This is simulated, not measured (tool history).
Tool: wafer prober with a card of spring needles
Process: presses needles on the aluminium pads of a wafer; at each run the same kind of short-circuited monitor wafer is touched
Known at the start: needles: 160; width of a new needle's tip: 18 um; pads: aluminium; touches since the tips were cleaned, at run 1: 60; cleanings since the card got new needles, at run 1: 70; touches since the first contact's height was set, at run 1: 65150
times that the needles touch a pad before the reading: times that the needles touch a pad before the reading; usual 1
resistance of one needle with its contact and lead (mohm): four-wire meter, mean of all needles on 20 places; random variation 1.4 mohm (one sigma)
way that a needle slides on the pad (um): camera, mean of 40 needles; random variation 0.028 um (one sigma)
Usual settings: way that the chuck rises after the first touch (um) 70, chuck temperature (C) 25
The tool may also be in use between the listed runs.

| run | hour | way that the chuck rises after the first touch (um) | chuck temperature (C) | times that the needles touch a pad before the reading | touches since the tips were cleaned | cleanings since the card got new needles | touches since the first contact's height was set | resistance of one needle with its contact and lead (mohm) | way that a needle slides on the pad (um) |
|---|---|---|---|---|---|---|---|---|---|
| 1 | 0 | 70 | 25 | 1 | 60 | 70 | 65150 | 118 | 14.12 |
|  | 10.9 | tips cleaned on abrasive film |
| 2 | 19.6 | 70 | 25 | 1 | 4887 | 71 | 76056 | 115 | 14.15 |
|  | 21.7 | tips cleaned on abrasive film |
|  | 32.2 | tips cleaned on abrasive film |
| 3 | 39.2 | 70 | 25 | 1 | 3882 | 73 | 86886 | 115 | 14.22 |
|  | 44.9 | tips cleaned on abrasive film |
|  | 56.6 | tips cleaned on abrasive film |
| 4 | 61.4 | 51 | 25 | 1 | 2663 | 75 | 99188 | 122 | 10.34 |
|  | 68.4 | tips cleaned on abrasive film |
|  | 79.5 | tips cleaned on abrasive film |
| 5 | 87.3 | 51 | 25 | 1 | 4353 | 77 | 113545 | 124 | 10.31 |
|  | 91.1 | tips cleaned on abrasive film |
|  | 102.2 | tips cleaned on abrasive film |
|  | 113.1 | tips cleaned on abrasive film |
| 6 | 115.4 | 51 | 25 | 1 | 1246 | 80 | 129052 | 120 | 10.34 |
|  | 124.5 | tips cleaned on abrasive film |
| 7 | 129.3 | 56 | 25 | 1 | 2682 | 81 | 136789 | 118 | 11.39 |
|  | 135.5 | tips cleaned on abrasive film |
|  | 146.5 | tips cleaned on abrasive film |
| 8 | 146.5 | 59 | 25 | 1 | 0 | 83 | 146313 | 119 | 11.97 |
|  | 157.7 | tips cleaned on abrasive film |
| 9 | 167.1 | 70 | 25 | 1 | 5210 | 84 | 157727 | 115 | 14.23 |
|  | 169.2 | tips cleaned on abrasive film |
|  | 179.9 | tips cleaned on abrasive film |
| 10 | 184.9 | 70 | 25 | 1 | 2769 | 86 | 167565 | 119 | 14.29 |
|  | 191.1 | tips cleaned on abrasive film |
|  | 203.7 | tips cleaned on abrasive film |
| 11 | 207.1 | 50 | 51 | 1 | 1914 | 88 | 179879 | 123 | 10.22 |
|  | 214.7 | tips cleaned on abrasive film |
|  | 226 | tips cleaned on abrasive film |
|  | 232 | height of the first contact set anew |
| 12 | 232 | 50 | 51 | 1 | 3161 | 90 | 0 | 126 | 10.18 |
|  | 238.5 | tips cleaned on abrasive film |
|  | 250.2 | tips cleaned on abrasive film |
| 13 | 250.2 | 57 | 59 | 1 | 0 | 92 | 10068 | 124 | 11.62 |
|  | 262.1 | tips cleaned on abrasive film |
| 14 | 268 | 52 | 61 | 2 | 3279 | 93 | 19959 | 129 | 10.65 |
|  | 275.1 | tips cleaned on abrasive film |
| 15 | 281.4 | 59 | 53 | 2 | 3542 | 94 | 27432 | 123 | 12.06 |
|  | 287.9 | tips cleaned on abrasive film |
|  | 298.7 | tips cleaned on abrasive film |
| 16 | 298.7 | 55 | 36 | 1 | 0 | 96 | 36954 | 122 | 11.25 |
|  | 310.8 | tips cleaned on abrasive film |
| 17 | 312.1 | 55 | 36 | 1 | 713 | 97 | 44391 | 120 | 11.25 |
|  | 321.4 | tips cleaned on abrasive film |
| 18 | 328.4 | 56 | 36 | 3 | 3897 | 98 | 53444 | 121 | 11.49 |
|  | 332.4 | tips cleaned on abrasive film |
|  | 344.1 | tips cleaned on abrasive film |
|  | 357 | tips cleaned on abrasive film |
| 19 | 358.8 | 80 | 36 | 3 | 994 | 101 | 70277 | 117 | 16.42 |
|  | 369.2 | tips cleaned on abrasive film |
|  | 380 | tips cleaned on abrasive film |
| 20 | 386.4 | 80 | 36 | 3 | 3553 | 103 | 85582 | 117 | 16.44 |

Hidden state at the last listed run before each entry between runs and at the first one after, where it differs:
Between runs 1 and 2: tips cleaned on abrasive film (hour 10.9)
  debris on the tips, nm: 0.2 -> 2.5; way that the needles fall short of the set height, um: 0.02 -> 0.03; drift of the gauge itself on scrub_um, %: 0 -> 0.07
  measured less the result without the state, way that a needle slides on the pad (um): +0 -> +0
Between runs 2 and 3: tips cleaned on abrasive film (hour 21.7); tips cleaned on abrasive film (hour 32.2)
  debris on the tips, nm: 2.5 -> 2.4; drift of the gauge itself on scrub_um, %: 0.07 -> 0.15
  measured less the result without the state, way that a needle slides on the pad (um): +0 -> +0.02
Between runs 3 and 4: tips cleaned on abrasive film (hour 44.9); tips cleaned on abrasive film (hour 56.6)
  debris on the tips, nm: 2.4 -> 2; drift of the gauge itself on scrub_um, %: 0.15 -> 0.23
  measured less the result without the state, way that a needle slides on the pad (um): +0.02 -> +0.02
Between runs 4 and 5: tips cleaned on abrasive film (hour 68.4); tips cleaned on abrasive film (hour 79.5)
  debris on the tips, nm: 2 -> 2.5; way that the needles fall short of the set height, um: 0.03 -> 0.04; drift of the gauge itself on scrub_um, %: 0.23 -> 0.33
  measured less the result without the state, way that a needle slides on the pad (um): +0.02 -> +0.02
Between runs 5 and 6: tips cleaned on abrasive film (hour 91.1); tips cleaned on abrasive film (hour 102.2); tips cleaned on abrasive film (hour 113.1)
  debris on the tips, nm: 2.5 -> 1.1; tips' diameter, um: 18.05 -> 18.06; drift of the gauge itself on scrub_um, %: 0.33 -> 0.43
  measured less the result without the state, way that a needle slides on the pad (um): +0.02 -> +0.04
Between runs 6 and 7: tips cleaned on abrasive film (hour 124.5)
  debris on the tips, nm: 1.1 -> 1.9; drift of the gauge itself on scrub_um, %: 0.43 -> 0.48
  measured less the result without the state, way that a needle slides on the pad (um): +0.04 -> +0.04
Between runs 7 and 8: tips cleaned on abrasive film (hour 135.5); tips cleaned on abrasive film (hour 146.5)
  debris on the tips, nm: 1.9 -> 0.2; way that the needles fall short of the set height, um: 0.04 -> 0.05; drift of the gauge itself on scrub_um, %: 0.48 -> 0.55
  measured less the result without the state, way that a needle slides on the pad (um): +0.04 -> +0.05
Between runs 8 and 9: tips cleaned on abrasive film (hour 157.7)
  debris on the tips, nm: 0.2 -> 2.7; drift of the gauge itself on scrub_um, %: 0.55 -> 0.62
  measured less the result without the state, way that a needle slides on the pad (um): +0.05 -> +0.08
Between runs 9 and 10: tips cleaned on abrasive film (hour 169.2); tips cleaned on abrasive film (hour 179.9)
  debris on the tips, nm: 2.7 -> 2; way that the needles fall short of the set height, um: 0.05 -> 0.06; drift of the gauge itself on scrub_um, %: 0.62 -> 0.69
  measured less the result without the state, way that a needle slides on the pad (um): +0.08 -> +0.09
Between runs 10 and 11: tips cleaned on abrasive film (hour 191.1); tips cleaned on abrasive film (hour 203.7)
  debris on the tips, nm: 2 -> 1.7; drift of the gauge itself on scrub_um, %: 0.69 -> 0.77
  measured less the result without the state, way that a needle slides on the pad (um): +0.09 -> +0.07
Between runs 11 and 12: tips cleaned on abrasive film (hour 214.7); tips cleaned on abrasive film (hour 226); height of the first contact set anew (hour 232)
  debris on the tips, nm: 1.7 -> 2.2; way that the needles fall short of the set height, um: 0.06 -> 0; drift of the gauge itself on scrub_um, %: 0.77 -> 0.87
  measured less the result without the state, way that a needle slides on the pad (um): +0.07 -> +0.09
Between runs 12 and 13: tips cleaned on abrasive film (hour 238.5); tips cleaned on abrasive film (hour 250.2)
  debris on the tips, nm: 2.2 -> 0.2; drift of the gauge itself on scrub_um, %: 0.87 -> 0.93
  measured less the result without the state, way that a needle slides on the pad (um): +0.09 -> +0.11
Between runs 13 and 14: tips cleaned on abrasive film (hour 262.1)
  debris on the tips, nm: 0.2 -> 2.2; way that the needles fall short of the set height, um: 0 -> 0.01; tips' diameter, um: 18.06 -> 18.07; drift of the gauge itself on scrub_um, %: 0.93 -> 1
  measured less the result without the state, way that a needle slides on the pad (um): +0.11 -> +0.1
Between runs 14 and 15: tips cleaned on abrasive film (hour 275.1)
  drift of the gauge itself on scrub_um, %: 1 -> 1.05
  measured less the result without the state, way that a needle slides on the pad (um): +0.1 -> +0.12
Between runs 15 and 16: tips cleaned on abrasive film (hour 287.9); tips cleaned on abrasive film (hour 298.7)
  debris on the tips, nm: 2.2 -> 0.2; drift of the gauge itself on scrub_um, %: 1.05 -> 1.11
  measured less the result without the state, way that a needle slides on the pad (um): +0.12 -> +0.12
Between runs 16 and 17: tips cleaned on abrasive film (hour 310.8)
  debris on the tips, nm: 0.2 -> 0.7; drift of the gauge itself on scrub_um, %: 1.11 -> 1.16
  measured less the result without the state, way that a needle slides on the pad (um): +0.12 -> +0.13
Between runs 17 and 18: tips cleaned on abrasive film (hour 321.4)
  debris on the tips, nm: 0.7 -> 2.4; way that the needles fall short of the set height, um: 0.01 -> 0.02; drift of the gauge itself on scrub_um, %: 1.16 -> 1.23
  measured less the result without the state, way that a needle slides on the pad (um): +0.13 -> +0.14
Between runs 18 and 19: tips cleaned on abrasive film (hour 332.4); tips cleaned on abrasive film (hour 344.1); tips cleaned on abrasive film (hour 357)
  debris on the tips, nm: 2.4 -> 1; drift of the gauge itself on scrub_um, %: 1.23 -> 1.34
  measured less the result without the state, way that a needle slides on the pad (um): +0.14 -> +0.21
Between runs 19 and 20: tips cleaned on abrasive film (hour 369.2); tips cleaned on abrasive film (hour 380)
  debris on the tips, nm: 1 -> 2.2; way that the needles fall short of the set height, um: 0.02 -> 0.03; drift of the gauge itself on scrub_um, %: 1.34 -> 1.44
  measured less the result without the state, way that a needle slides on the pad (um): +0.21 -> +0.22

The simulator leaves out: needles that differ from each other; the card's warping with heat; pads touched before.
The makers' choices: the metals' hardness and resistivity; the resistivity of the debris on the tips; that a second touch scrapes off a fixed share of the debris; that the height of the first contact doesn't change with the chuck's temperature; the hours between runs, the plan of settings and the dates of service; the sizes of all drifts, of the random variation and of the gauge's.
